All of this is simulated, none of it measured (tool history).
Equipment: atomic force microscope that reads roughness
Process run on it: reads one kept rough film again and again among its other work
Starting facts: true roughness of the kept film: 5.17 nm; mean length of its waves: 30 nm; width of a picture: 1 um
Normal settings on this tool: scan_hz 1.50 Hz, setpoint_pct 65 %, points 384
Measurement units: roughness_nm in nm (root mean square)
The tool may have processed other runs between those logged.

run,hour,scan_hz,setpoint_pct,points,roughness_nm
1,0.0,1.50,65,384,2.742
# hour 2.8: new tip fitted
2,12.8,1.50,65,384,3.951
3,25.2,1.50,65,384,3.778
4,45.7,1.50,65,438,3.545
5,54.9,1.50,65,438,3.494
6,74.1,1.50,65,438,3.289
7,85.4,1.50,65,384,3.187
8,104.0,3.29,65,384,2.797
9,116.0,3.75,65,384,2.681
10,136.3,1.50,65,650,2.809
# hour 138.8: height scale calibrated on a step standard
11,150.7,1.50,65,650,2.720
# hour 157.6: new tip fitted
12,162.3,1.50,65,650,4.057
13,171.1,1.50,79,384,3.631
14,186.5,1.50,87,384,3.251
15,204.9,1.50,87,384,3.065
16,215.7,1.50,87,771,2.959
17,224.8,1.50,65,326,3.293
# hour 234.3: height scale calibrated on a step standard, once more
18,240.1,1.98,60,714,3.220
19,256.3,2.13,56,409,3.138
20,269.1,2.13,56,409,3.058
21,287.1,0.69,57,305,2.973
22,299.5,0.59,78,355,2.796
23,310.7,0.59,78,355,2.737
# hour 313.2: new tip fitted
24,325.0,0.59,78,355,4.002
25,341.3,0.59,78,441,3.812
26,362.2,0.59,78,441,3.557
27,376.0,0.59,78,441,3.397
28,394.2,0.59,78,441,3.234
29,405.9,0.68,80,606,3.086
30,424.7,0.74,65,384,3.065
31,439.1,1.93,61,696,2.891
32,452.8,2.07,86,696,2.286
33,462.3,1.81,73,409,2.558
# hour 468.7: new tip fitted
34,483.2,1.81,73,409,3.708

How would selected steps in roughness_nm from run to run divide? Give the signed amount a tool lacking its hidden state would still show from settings, what came in and random variation, and the signed amount left for the hidden state, including any gauge scatter that is not in both of the compared results.
Hidden state present: radius of the tip, nm; height scale over the true one, %; drift of the gauge itself on roughness_nm, %.
Run 1 -> 2: new tip fitted. roughness_nm +1.209 nm (root mean square): hidden state +1.239, all else -0.030.
Run 11 -> 12: new tip fitted. roughness_nm +1.337 nm (root mean square): hidden state +1.342, all else -0.005.
Run 23 -> 24: new tip fitted. roughness_nm +1.265 nm (root mean square): hidden state +1.308, all else -0.043.

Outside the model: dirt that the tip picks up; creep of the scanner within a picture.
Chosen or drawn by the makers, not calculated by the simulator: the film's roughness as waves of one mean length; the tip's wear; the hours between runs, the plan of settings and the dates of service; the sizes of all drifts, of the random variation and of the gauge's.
